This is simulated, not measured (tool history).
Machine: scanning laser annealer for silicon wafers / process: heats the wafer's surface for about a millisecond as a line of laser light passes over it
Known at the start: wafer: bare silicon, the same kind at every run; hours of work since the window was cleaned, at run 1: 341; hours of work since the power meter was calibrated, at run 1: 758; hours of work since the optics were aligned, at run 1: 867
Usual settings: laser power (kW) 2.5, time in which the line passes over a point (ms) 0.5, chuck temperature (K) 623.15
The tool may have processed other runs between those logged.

run    hour  laser power (kW)  time in which the line passes over a point (ms)  chuck temperature (K)  hours of work since the window was cleaned  hours of work since the power meter was calibrated  hours of work since the optics were aligned  highest temperature of the surface (K)
  1       0               2.5                                              0.5                 623.15                                         341                                                 758                                          867                                 1327.15
  2    46.9               2.5                                              0.5                 623.15                                         364                                                 781                                          889                                 1326.15
  3   101.7               2.5                                              0.5                 623.15                                         390                                                 807                                          916                                 1331.15
  4   136.2               2.5                                              0.5                 623.15                                         407                                                 824                                          932                                 1329.15
  5   166.8               2.5                                              0.5                 623.15                                         421                                                 839                                          947                                 1326.15
  6   216.9               2.5                                              0.5                 623.15                                         445                                                 863                                          971                                 1328.15
  7   268.8               2.5                                              0.5                 623.15                                         471                                                 888                                          996                                 1329.15
  8   316.9               2.5                                              0.5                 623.15                                         494                                                 911                                         1020                                 1329.15
      331.3  -- window over the wafer cleaned
  9   360.9               2.5                                              0.5                 623.15                                          14                                                 931                                         1040                                 1326.15
 10   407.1               2.5                                              0.5                 623.15                                          37                                                 954                                         1062                                 1330.15
 11     452               2.5                                              0.5                 623.15                                          58                                                 975                                         1084                                 1329.15
 12   475.1               2.5                                              0.5                 623.15                                          69                                                 986                                         1095                                 1330.15
 13   505.2               2.5                                              0.5                 623.15                                          84                                                1001                                         1109                                 1328.15
 14     551               2.5                                              0.5                 623.15                                         106                                                1023                                         1131                                 1326.15
 15   582.9               2.5                                              0.5                 616.15                                         121                                                1038                                         1147                                 1324.15
 16   635.2               2.5                                              0.5                 623.15                                         147                                                1064                                         1172                                 1326.15
 17   659.4               2.5                                              0.5                 623.15                                         158                                                1075                                         1184                                 1329.15
 18   713.5             2.539                                              0.5                 623.15                                         184                                                1101                                         1210                                 1338.15
 19   745.6             2.303                                              0.5                 608.15                                         200                                                1117                                         1225                                 1256.15
 20   787.8             2.216                                             0.44                 608.15                                         220                                                1137                                         1246                                 1203.15
 21   831.2               2.5                                              0.5                 633.15                                         241                                                1158                                         1267                                 1341.15
 22   855.5             2.646                                            0.404                 613.15                                         253                                                1170                                         1278                                 1293.15
 23   900.6             2.301                                              0.5                 623.15                                         275                                                1192                                         1300                                 1274.15
 24   934.1             2.351                                            0.484                 623.15                                         291                                                1208                                         1316                                 1281.15
 25   984.8             2.351                                            0.484                 623.15                                         315                                                1232                                         1341                                 1279.15
 26  1027.1             2.351                                            0.484                 623.15                                         336                                                1253                                         1361                                 1277.15
 27  1072.2             2.351                                            0.484                 623.15                                         357                                                1274                                         1383                                 1275.15
 28  1097.2             2.351                                            0.484                 623.15                                         369                                                1286                                         1395                                 1274.15
 29  1147.6             2.482                                            0.472                 631.15                                         394                                                1311                                         1419                                 1312.15
 30  1196.8              2.29                                            0.491                 663.15                                         417                                                1335                                         1443                                 1307.15
 31  1226.4              2.29                                            0.491                 663.15                                         432                                                1349                                         1457                                 1304.15
 32  1261.1              2.29                                            0.491                 663.15                                         448                                                1366                                         1474                                 1306.15
 33  1298.2             2.322                                            0.491                 592.15                                         466                                                1383                                         1492                                 1243.15
 34  1322.4             2.322                                            0.491                 592.15                                         478                                                1395                                         1503                                 1242.15
 35    1355             2.463                                            0.365                 583.15                                         494                                                1411                                         1519                                 1190.15
     1371.8  -- window over the wafer cleaned
 36  1386.1             2.569                                              0.5                 623.15                                           7                                                1425                                         1533                                 1346.15

5 options for the next run, each taken on its own from the tool as it stands now. Forecast them:
  A  1432.1             2.378                                              0.5                 623.15                                          29                                                1447                                         1555                                       ?
  B  1432.1             2.492                                            0.356                 610.15                                          29                                                1447                                         1555                                       ?
  C  1432.1             2.243                                            0.378                 660.15                                          29                                                1447                                         1555                                       ?
  D  1432.1             2.535                                            0.504                 591.15                                          29                                                1447                                         1555                                       ?
  E  1432.1             2.645                                            0.441                 628.15                                          29                                                1447                                         1555                                       ?

run  highest temperature of the surface (K)
  A                                 1295.15
  B                                 1217.15
  C                                 1223.15
  D                                 1306.15
  E                                 1332.15
Without the tool's hidden state the same runs would have given:
run  highest temperature of the surface (K)
  A                                 1295.15
  B                                 1217.15
  C                                 1223.15
  D                                 1306.15
  E                                 1332.15

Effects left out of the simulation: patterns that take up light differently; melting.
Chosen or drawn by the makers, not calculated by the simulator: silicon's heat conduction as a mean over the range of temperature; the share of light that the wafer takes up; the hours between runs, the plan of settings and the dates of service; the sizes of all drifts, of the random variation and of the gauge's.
